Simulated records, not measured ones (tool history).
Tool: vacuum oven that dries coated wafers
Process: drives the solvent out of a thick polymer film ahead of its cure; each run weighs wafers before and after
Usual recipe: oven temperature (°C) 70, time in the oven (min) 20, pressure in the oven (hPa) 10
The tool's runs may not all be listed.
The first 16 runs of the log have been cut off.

run,day,oven temperature (°C),time in the oven (min),pressure in the oven (hPa),hours of work since the thermocouples were calibrated,hours of work since the vacuum gauge was cleaned of residue,solvent left in the film (%)
17,16.529,70,20,6,808,1063,2.03
18,17.688,70,20,6,826,1081,2.02
19,19.104,70,13,6,849,1104,3.95
20,19.792,70,20,13.8,860,1114,2.75
21,20.475,70,20,13.8,871,1125,2.75
22,21.242,72,20,10,883,1138,2
# day 21.846: vacuum gauge cleaned of residue and calibrated
23,22.421,70,15,10,901,9,3.27
24,23.688,61,18,21.5,921,29,7.06
25,24.817,61,18,21.5,939,47,7.04
26,25.962,61,24,33.9,957,66,7.09
27,27.154,57,11,28.6,976,85,12.23
28,28.3,68,12,13.7,994,103,5.58
29,29.738,58,21,10,1017,126,6
30,31.096,60,21,10,1039,147,5.13
31,31.971,58,10,9.6,1053,161,10.56

Estimate the outcome of run 32 from the log above:
32,32.871,83,23,23,1067,176,?

Run 32 measured solvent left in the film (%) 1.36.
Minus the tool's unlogged condition, the same run would have read solvent left in the film (%) 1.41.

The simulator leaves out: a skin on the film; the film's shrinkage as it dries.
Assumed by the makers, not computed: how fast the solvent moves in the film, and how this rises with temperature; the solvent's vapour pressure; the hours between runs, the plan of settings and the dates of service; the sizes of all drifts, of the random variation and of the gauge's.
